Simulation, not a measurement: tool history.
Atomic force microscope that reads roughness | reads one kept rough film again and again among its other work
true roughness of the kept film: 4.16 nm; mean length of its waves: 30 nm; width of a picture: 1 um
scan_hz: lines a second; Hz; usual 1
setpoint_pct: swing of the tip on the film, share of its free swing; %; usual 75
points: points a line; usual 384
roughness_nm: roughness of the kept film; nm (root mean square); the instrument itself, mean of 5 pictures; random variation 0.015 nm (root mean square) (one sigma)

Run 1, day 0: usual settings. Result: roughness_nm 3.689 nm (root mean square).
Run 2, day 0.454: usual settings. Result: roughness_nm 3.694 nm (root mean square).
Run 3, day 1.142: usual settings. Result: roughness_nm 3.659 nm (root mean square).
At day 1.229: new tip fitted.
Run 4, day 2.004: usual settings but points 567. Result: roughness_nm 3.678 nm (root mean square).
Run 5, day 2.425: usual settings but points 567. Result: roughness_nm 3.683 nm (root mean square).
Run 6, day 3.033: usual settings but points 567. Result: roughness_nm 3.686 nm (root mean square).
Run 7, day 3.738: usual settings but points 567. Result: roughness_nm 3.661 nm (root mean square).
Run 8, day 4.129: usual settings. Result: roughness_nm 3.656 nm (root mean square).
At day 5.004: new tip fitted.
Run 9, day 5.083: usual settings. Result: roughness_nm 3.651 nm (root mean square).
Run 10, day 5.688: usual settings. Result: roughness_nm 3.656 nm (root mean square).
Run 11, day 6.396: usual settings. Result: roughness_nm 3.666 nm (root mean square).
Run 12, day 7.229: usual settings. Result: roughness_nm 3.629 nm (root mean square).
Run 13, day 8.05: usual settings. Result: roughness_nm 3.66 nm (root mean square).
Run 14, day 8.546: usual settings but points 854. Result: roughness_nm 3.685 nm (root mean square).
At day 8.8: new tip fitted.
Run 15, day 9.162: usual settings but points 854. Result: roughness_nm 3.686 nm (root mean square).
Run 16, day 10.075: usual settings. Result: roughness_nm 3.649 nm (root mean square).
Run 17, day 10.888: usual settings. Result: roughness_nm 3.66 nm (root mean square).
Run 18, day 11.696: usual settings but setpoint_pct 90 %. Result: roughness_nm 3.57 nm (root mean square).
At day 12.596: new tip fitted.
Run 19, day 12.633: usual settings but points 465. Result: roughness_nm 3.686 nm (root mean square).
Run 20, day 13.042: usual settings but points 465. Result: roughness_nm 3.687 nm (root mean square).
Run 21, day 13.821: usual settings but points 465. Result: roughness_nm 3.65 nm (root mean square).
Run 22, day 14.217: usual settings but points 465. Result: roughness_nm 3.68 nm (root mean square).
Run 23, day 14.929: usual settings but setpoint_pct 56 %. Result: roughness_nm 3.744 nm (root mean square).
Run 24, day 15.696: usual settings but scan_hz 2.77 Hz. Result: roughness_nm 3.487 nm (root mean square).
Run 25, day 16.158: usual settings but setpoint_pct 62 %, points 271. Result: roughness_nm 3.688 nm (root mean square).
At day 16.392: new tip fitted.
Run 26, day 16.588: usual settings but setpoint_pct 62 %, points 436. Result: roughness_nm 3.732 nm (root mean square).
Run 27, day 17.042: usual settings but scan_hz 1.3 Hz, setpoint_pct 62 %, points 436. Result: roughness_nm 3.722 nm (root mean square).
Run 28, day 17.829: usual settings but setpoint_pct 77 %, points 854. Result: roughness_nm 3.662 nm (root mean square).
Run 29, day 18.358: usual settings but scan_hz 2.56 Hz, setpoint_pct 69 %, points 838. Result: roughness_nm 3.584 nm (root mean square).
Run 30, day 18.771: usual settings but scan_hz 2.56 Hz, setpoint_pct 69 %, points 838. Result: roughness_nm 3.587 nm (root mean square).
Run 31, day 19.712: usual settings but setpoint_pct 86 %. Result: roughness_nm 3.597 nm (root mean square).
At day 20.179: new tip fitted.
Run 32, day 20.567: usual settings but setpoint_pct 86 %. Result: roughness_nm 3.585 nm (root mean square).
Run 33, day 21.179: usual settings but setpoint_pct 86 %. Result: roughness_nm 3.574 nm (root mean square).
Run 34, day 21.867: usual settings but scan_hz 2.31 Hz, setpoint_pct 59 %. Result: roughness_nm 3.656 nm (root mean square).
Run 35, day 22.45: usual settings but scan_hz 2.31 Hz, setpoint_pct 59 %. Result: roughness_nm 3.672 nm (root mean square).
Run 36, day 23.154: usual settings but scan_hz 2.31 Hz, setpoint_pct 59 %. Result: roughness_nm 3.675 nm (root mean square).
At day 23.983: new tip fitted.
Run 37, day 24.108: usual settings but setpoint_pct 65 %, points 294. Result: roughness_nm 3.68 nm (root mean square).
Run 38, day 24.983: usual settings but scan_hz 0.52 Hz, setpoint_pct 68 %, points 512. Result: roughness_nm 3.784 nm (root mean square).
Run 39, day 25.446: usual settings but setpoint_pct 65 %. Result: roughness_nm 3.706 nm (root mean square).
Run 40, day 26.238: usual settings but setpoint_pct 65 %. Result: roughness_nm 3.715 nm (root mean square).

Run 41 comes next. What will it give?
Run 41, day 26.75: usual settings but setpoint_pct 65 %. Result: roughness_nm ?.

{"run 41": {"roughness_nm": 3.725}}
Without the tool's hidden state the same run would have given roughness_nm 3.731 nm (root mean square).
